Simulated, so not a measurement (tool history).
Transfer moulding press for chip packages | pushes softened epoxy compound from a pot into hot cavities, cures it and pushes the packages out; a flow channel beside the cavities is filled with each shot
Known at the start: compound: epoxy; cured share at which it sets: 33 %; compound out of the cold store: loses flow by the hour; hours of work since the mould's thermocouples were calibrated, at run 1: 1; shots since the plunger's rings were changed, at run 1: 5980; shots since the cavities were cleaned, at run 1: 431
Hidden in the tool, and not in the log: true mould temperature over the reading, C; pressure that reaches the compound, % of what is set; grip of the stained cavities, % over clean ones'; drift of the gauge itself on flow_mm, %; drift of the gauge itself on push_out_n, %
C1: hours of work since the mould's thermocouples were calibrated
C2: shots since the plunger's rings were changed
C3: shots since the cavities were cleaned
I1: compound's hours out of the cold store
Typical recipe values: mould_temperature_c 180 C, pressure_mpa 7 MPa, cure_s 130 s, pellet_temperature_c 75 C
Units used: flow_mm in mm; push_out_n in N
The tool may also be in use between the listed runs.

run 1 hour=0 | mould_temperature_c=180 pressure_mpa=7 cure_s=130 pellet_temperature_c=75 | C1=1 C2=5980 C3=431 | I1=18.6 | flow_mm=553 push_out_n=286
-- hour=16 cavities cleaned with cleaning compound and waxed
run 2 hour=47.3 | mould_temperature_c=180 pressure_mpa=7 cure_s=130 pellet_temperature_c=75 | C1=32 C2=6436 C3=311 | I1=47.6 | flow_mm=473 push_out_n=268
-- hour=73.9 cavities cleaned with cleaning compound and waxed
-- hour=85.5 plunger's sealing rings changed
run 3 hour=127.6 | mould_temperature_c=180 pressure_mpa=7 cure_s=130 pellet_temperature_c=75 | C1=84 C2=420 C3=510 | I1=22.2 | flow_mm=546 push_out_n=287
-- hour=137.4 cavities cleaned with cleaning compound and waxed
-- hour=197.1 cavities cleaned with cleaning compound and waxed
run 4 hour=204 | mould_temperature_c=180 pressure_mpa=7 cure_s=130 pellet_temperature_c=75 | C1=134 C2=1151 C3=69 | I1=32.3 | flow_mm=516 push_out_n=265
-- hour=258.6 cavities cleaned with cleaning compound and waxed
run 5 hour=297.7 | mould_temperature_c=180 pressure_mpa=7 cure_s=130 pellet_temperature_c=85 | C1=196 C2=2069 C3=390 | I1=38.5 | flow_mm=498 push_out_n=282
-- hour=321.9 cavities cleaned with cleaning compound and waxed
-- hour=380.7 cavities cleaned with cleaning compound and waxed
run 6 hour=398.4 | mould_temperature_c=180 pressure_mpa=5.26 cure_s=130 pellet_temperature_c=75 | C1=262 C2=3041 C3=176 | I1=16 | flow_mm=495 push_out_n=272
-- hour=438.9 cavities cleaned with cleaning compound and waxed
run 7 hour=481.8 | mould_temperature_c=180 pressure_mpa=5.26 cure_s=130 pellet_temperature_c=75 | C1=318 C2=3856 C3=426 | I1=20.9 | flow_mm=478 push_out_n=284
-- hour=498.8 cavities cleaned with cleaning compound and waxed
-- hour=536.4 mould's thermocouples calibrated
-- hour=565.4 cavities cleaned with cleaning compound and waxed
run 8 hour=566.2 | mould_temperature_c=180 pressure_mpa=5.26 cure_s=130 pellet_temperature_c=75 | C1=19 C2=4647 C3=7 | I1=25.5 | flow_mm=459 push_out_n=280
-- hour=625.8 cavities cleaned with cleaning compound and waxed
run 9 hour=665.7 | mould_temperature_c=180 pressure_mpa=5.26 cure_s=130 pellet_temperature_c=75 | C1=86 C2=5622 C3=396 | I1=24 | flow_mm=470 push_out_n=282
-- hour=686.9 cavities cleaned with cleaning compound and waxed
run 10 hour=718.6 | mould_temperature_c=184 pressure_mpa=5.26 cure_s=130 pellet_temperature_c=76 | C1=120 C2=6134 C3=315 | I1=42.7 | flow_mm=417 push_out_n=258
-- hour=751.8 cavities cleaned with cleaning compound and waxed
run 11 hour=770 | mould_temperature_c=184 pressure_mpa=5.26 cure_s=130 pellet_temperature_c=76 | C1=154 C2=6632 C3=182 | I1=34.5 | flow_mm=427 push_out_n=256
-- hour=780.5 plunger's sealing rings changed
-- hour=817.9 cavities cleaned with cleaning compound and waxed
run 12 hour=821.4 | mould_temperature_c=173 pressure_mpa=5.26 cure_s=155 pellet_temperature_c=78 | C1=186 C2=392 C3=34 | I1=33 | flow_mm=454 push_out_n=278
-- hour=876.6 cavities cleaned with cleaning compound and waxed
run 13 hour=907.4 | mould_temperature_c=180 pressure_mpa=7 cure_s=130 pellet_temperature_c=69 | C1=244 C2=1234 C3=307 | I1=25.6 | flow_mm=533 push_out_n=288
-- hour=940 cavities cleaned with cleaning compound and waxed
run 14 hour=987.9 | mould_temperature_c=179 pressure_mpa=8.07 cure_s=168 pellet_temperature_c=84 | C1=297 C2=2020 C3=476 | I1=41.9 | flow_mm=526 push_out_n=244
-- hour=998.2 cavities cleaned with cleaning compound and waxed
-- hour=1058.4 cavities cleaned with cleaning compound and waxed
-- hour=1072.8 mould's thermocouples calibrated
run 15 hour=1079.3 | mould_temperature_c=187 pressure_mpa=7 cure_s=130 pellet_temperature_c=83 | C1=4 C2=2880 C3=187 | I1=21.9 | flow_mm=539 push_out_n=253
-- hour=1119.2 cavities cleaned with cleaning compound and waxed
run 16 hour=1132.8 | mould_temperature_c=180 pressure_mpa=5.76 cure_s=130 pellet_temperature_c=75 | C1=40 C2=3399 C3=136 | I1=46.3 | flow_mm=431 push_out_n=260
-- hour=1176.5 cavities cleaned with cleaning compound and waxed
run 17 hour=1214.2 | mould_temperature_c=180 pressure_mpa=5.66 cure_s=130 pellet_temperature_c=75 | C1=94 C2=4194 C3=376 | I1=22.5 | flow_mm=493 push_out_n=263
-- hour=1233.9 cavities cleaned with cleaning compound and waxed
run 18 hour=1287.2 | mould_temperature_c=184 pressure_mpa=5.52 cure_s=123 pellet_temperature_c=75 | C1=142 C2=4905 C3=531 | I1=36.6 | flow_mm=445 push_out_n=270

5 ways to go on from here, each from the tool as it stands after run 18. What would each give?
-- hour=1294 cavities cleaned with cleaning compound and waxed
-- hour=1354.8 cavities cleaned with cleaning compound and waxed
run A hour=1383.8 | mould_temperature_c=172 pressure_mpa=6.9 cure_s=123 pellet_temperature_c=75 | C1=206 C2=5838 C3=289 | I1=38.9 | flow_mm=? push_out_n=?
-- hour=1294 cavities cleaned with cleaning compound and waxed
-- hour=1354.8 cavities cleaned with cleaning compound and waxed
run B hour=1383.8 | mould_temperature_c=184 pressure_mpa=5.52 cure_s=114 pellet_temperature_c=81 | C1=206 C2=5838 C3=289 | I1=14.3 | flow_mm=? push_out_n=?
-- hour=1294 cavities cleaned with cleaning compound and waxed
-- hour=1354.8 cavities cleaned with cleaning compound and waxed
run C hour=1383.8 | mould_temperature_c=185 pressure_mpa=7 cure_s=113 pellet_temperature_c=80 | C1=206 C2=5838 C3=289 | I1=31.6 | flow_mm=? push_out_n=?
-- hour=1294 cavities cleaned with cleaning compound and waxed
-- hour=1354.8 cavities cleaned with cleaning compound and waxed
run D hour=1383.8 | mould_temperature_c=175 pressure_mpa=8.42 cure_s=123 pellet_temperature_c=75 | C1=206 C2=5838 C3=289 | I1=36.4 | flow_mm=? push_out_n=?
-- hour=1294 cavities cleaned with cleaning compound and waxed
-- hour=1354.8 cavities cleaned with cleaning compound and waxed
run E hour=1383.8 | mould_temperature_c=187 pressure_mpa=5.52 cure_s=126 pellet_temperature_c=80 | C1=206 C2=5838 C3=289 | I1=30.3 | flow_mm=? push_out_n=?

run=A flow_mm=500 push_out_n=417
run=B flow_mm=505 push_out_n=274
run=C flow_mm=507 push_out_n=261
run=D flow_mm=559 push_out_n=352
run=E flow_mm=454 push_out_n=242
The same runs, with their run-to-run variation unchanged, on a tool lacking any hidden condition would have given:
run=A flow_mm=501 push_out_n=411
run=B flow_mm=506 push_out_n=271
run=C flow_mm=509 push_out_n=257
run=D flow_mm=561 push_out_n=347
run=E flow_mm=455 push_out_n=239
